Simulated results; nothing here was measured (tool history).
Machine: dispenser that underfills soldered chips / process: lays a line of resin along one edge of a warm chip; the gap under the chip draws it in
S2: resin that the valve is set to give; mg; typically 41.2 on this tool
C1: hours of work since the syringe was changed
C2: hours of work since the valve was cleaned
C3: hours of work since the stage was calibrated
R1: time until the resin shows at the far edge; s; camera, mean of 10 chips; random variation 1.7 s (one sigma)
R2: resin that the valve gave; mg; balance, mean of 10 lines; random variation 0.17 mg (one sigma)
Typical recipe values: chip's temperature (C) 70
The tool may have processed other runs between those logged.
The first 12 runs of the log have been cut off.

At day 1.942: new syringe of resin.
Run 13, day 1.954: usual settings but S2 43.9 mg; C1 0; C2 129; C3 119. Result: R1 181 s, R2 40.34 mg.
Run 14, day 2.121: usual settings but S2 43.9 mg; C1 3; C2 131; C3 121. Result: R1 198.4 s, R2 40.35 mg.
Run 15, day 2.292: usual settings but S2 43.9 mg; C1 5; C2 134; C3 124. Result: R1 226.5 s, R2 40.27 mg.
At day 2.375: new syringe of resin.
Run 16, day 2.5: usual settings; C1 2; C2 137; C3 127. Result: R1 198.1 s, R2 37.71 mg.
Run 17, day 2.592: usual settings; C1 3; C2 138; C3 128. Result: R1 208.1 s, R2 37.5 mg.
Run 18, day 2.708: usual settings; C1 5; C2 140; C3 130. Result: R1 223.2 s, R2 37.78 mg.
At day 2.812: new syringe of resin.
Run 19, day 2.821: usual settings; C1 0; C2 141; C3 131. Result: R1 185.8 s, R2 37.82 mg.
Run 20, day 3.012: usual settings; C1 3; C2 144; C3 134. Result: R1 212.8 s, R2 37.78 mg.
Run 21, day 3.138: usual settings; C1 5; C2 146; C3 136. Result: R1 230.5 s, R2 37.58 mg.
At day 3.217: dispensing valve cleaned and set on the balance.
At day 3.3: new syringe of resin.
Run 22, day 3.338: usual settings but chip's temperature (C) 74, S2 38.3 mg; C1 1; C2 2; C3 138. Result: R1 155.7 s, R2 38.37 mg.
Run 23, day 3.433: usual settings but chip's temperature (C) 74, S2 38.3 mg; C1 2; C2 3; C3 140. Result: R1 166.8 s, R2 38 mg.
Run 24, day 3.625: usual settings but chip's temperature (C) 79, S2 49.1 mg; C1 5; C2 6; C3 143. Result: R1 146.5 s, R2 49.24 mg.
At day 3.733: new syringe of resin.
Run 25, day 3.767: usual settings but chip's temperature (C) 78, S2 45.9 mg; C1 1; C2 8; C3 145. Result: R1 129.4 s, R2 45.69 mg.
Run 26, day 3.858: usual settings but chip's temperature (C) 74, S2 38.2 mg; C1 2; C2 9; C3 146. Result: R1 164.7 s, R2 37.99 mg.

Predict the results of run 27:
Run 27, day 4.012: usual settings but chip's temperature (C) 64, S2 49.6 mg; C1 4; C2 12; C3 149. Result: R1 ?, R2 ?.

R1: 284.2 s
R2: 49.13 mg
On a tool with no hidden condition, and with the same random variation, this run would have come out at R1 223.1 s, R2 49.49 mg.
